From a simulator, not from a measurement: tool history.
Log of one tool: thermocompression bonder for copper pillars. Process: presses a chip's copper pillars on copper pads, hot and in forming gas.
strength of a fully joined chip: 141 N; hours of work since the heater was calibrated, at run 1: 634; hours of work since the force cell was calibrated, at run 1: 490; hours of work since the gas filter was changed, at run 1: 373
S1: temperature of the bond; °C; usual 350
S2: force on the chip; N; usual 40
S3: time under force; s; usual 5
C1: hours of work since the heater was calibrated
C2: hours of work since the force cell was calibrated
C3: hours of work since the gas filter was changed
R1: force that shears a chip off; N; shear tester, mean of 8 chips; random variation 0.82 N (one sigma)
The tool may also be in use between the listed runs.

{"run": 1, "hour": 0.0, "S1": 350, "S2": 40, "S3": 5, "C1": 634, "C2": 490, "C3": 373, "R1": 57.3}
{"run": 2, "hour": 51.7, "S1": 350, "S2": 40, "S3": 5, "C1": 659, "C2": 515, "C3": 399, "R1": 57.2}
{"run": 3, "hour": 98.1, "S1": 350, "S2": 40, "S3": 5, "C1": 682, "C2": 538, "C3": 422, "R1": 56.5}
{"hour": 163.8, "done": "forming gas filter changed"}
{"run": 4, "hour": 175.2, "S1": 350, "S2": 40, "S3": 5, "C1": 720, "C2": 576, "C3": 6, "R1": 60.3}
{"run": 5, "hour": 218.9, "S1": 348, "S2": 40, "S3": 5, "C1": 741, "C2": 598, "C3": 27, "R1": 57.5}
{"run": 6, "hour": 255.3, "S1": 348, "S2": 40, "S3": 5, "C1": 759, "C2": 616, "C3": 45, "R1": 59.2}
{"hour": 300.6, "done": "heater calibrated with a thermocouple chip"}
{"run": 7, "hour": 313.5, "S1": 348, "S2": 40, "S3": 5, "C1": 6, "C2": 643, "C3": 73, "R1": 61.7}
{"run": 8, "hour": 374.9, "S1": 348, "S2": 28, "S3": 5, "C1": 37, "C2": 674, "C3": 103, "R1": 51.9}
{"run": 9, "hour": 426.4, "S1": 348, "S2": 28, "S3": 5, "C1": 62, "C2": 699, "C3": 129, "R1": 52.2}
{"run": 10, "hour": 472.7, "S1": 348, "S2": 28, "S3": 5, "C1": 85, "C2": 722, "C3": 151, "R1": 49.9}
{"run": 11, "hour": 515.3, "S1": 348, "S2": 28, "S3": 5, "C1": 106, "C2": 743, "C3": 172, "R1": 52}
{"run": 12, "hour": 571.3, "S1": 348, "S2": 28, "S3": 5, "C1": 133, "C2": 770, "C3": 200, "R1": 49.3}
{"run": 13, "hour": 640.2, "S1": 350, "S2": 40, "S3": 5, "C1": 167, "C2": 804, "C3": 234, "R1": 60.6}
{"run": 14, "hour": 716.0, "S1": 334, "S2": 40, "S3": 5, "C1": 205, "C2": 842, "C3": 271, "R1": 50.3}
{"run": 15, "hour": 757.1, "S1": 350, "S2": 41, "S3": 5, "C1": 225, "C2": 862, "C3": 292, "R1": 60.4}
{"run": 16, "hour": 790.1, "S1": 350, "S2": 41, "S3": 5, "C1": 241, "C2": 878, "C3": 308, "R1": 60}
{"run": 17, "hour": 846.5, "S1": 350, "S2": 41, "S3": 5, "C1": 269, "C2": 906, "C3": 336, "R1": 58.7}
{"run": 18, "hour": 920.6, "S1": 356, "S2": 40, "S3": 5, "C1": 306, "C2": 943, "C3": 372, "R1": 62}
{"run": 19, "hour": 982.8, "S1": 356, "S2": 40, "S3": 5, "C1": 336, "C2": 973, "C3": 403, "R1": 62.3}
{"run": 20, "hour": 1041.6, "S1": 379, "S2": 40, "S3": 5, "C1": 365, "C2": 1002, "C3": 432, "R1": 73.6}
{"run": 21, "hour": 1080.7, "S1": 350, "S2": 51, "S3": 5, "C1": 385, "C2": 1022, "C3": 451, "R1": 65.5}
{"hour": 1086.6, "done": "forming gas filter changed"}
{"run": 22, "hour": 1145.5, "S1": 350, "S2": 51, "S3": 5, "C1": 416, "C2": 1053, "C3": 29, "R1": 66.9}
{"run": 23, "hour": 1181.4, "S1": 350, "S2": 51, "S3": 5, "C1": 434, "C2": 1071, "C3": 47, "R1": 65.4}
{"run": 24, "hour": 1216.8, "S1": 350, "S2": 51, "S3": 5, "C1": 451, "C2": 1088, "C3": 64, "R1": 67.7}
{"run": 25, "hour": 1280.5, "S1": 350, "S2": 27, "S3": 4, "C1": 483, "C2": 1120, "C3": 96, "R1": 43.3}
{"run": 26, "hour": 1316.8, "S1": 361, "S2": 40, "S3": 4, "C1": 501, "C2": 1138, "C3": 114, "R1": 61.6}
{"run": 27, "hour": 1367.7, "S1": 370, "S2": 58, "S3": 5, "C1": 526, "C2": 1163, "C3": 139, "R1": 82.9}
{"run": 28, "hour": 1412.3, "S1": 379, "S2": 50, "S3": 13, "C1": 548, "C2": 1185, "C3": 161, "R1": 105.6}
{"run": 29, "hour": 1481.6, "S1": 379, "S2": 50, "S3": 13, "C1": 582, "C2": 1219, "C3": 195, "R1": 106.5}
{"run": 30, "hour": 1556.6, "S1": 379, "S2": 50, "S3": 13, "C1": 619, "C2": 1256, "C3": 232, "R1": 102.4}

The next listed run, before its measurement:
{"run": 31, "hour": 1606.8, "S1": 359, "S2": 27, "S3": 5, "C1": 644, "C2": 1281, "C3": 257, "R1": "?"}

{"run 31": {"R1": 49.6}}
Without the tool's hidden state the same run would have given R1 58.1 N.
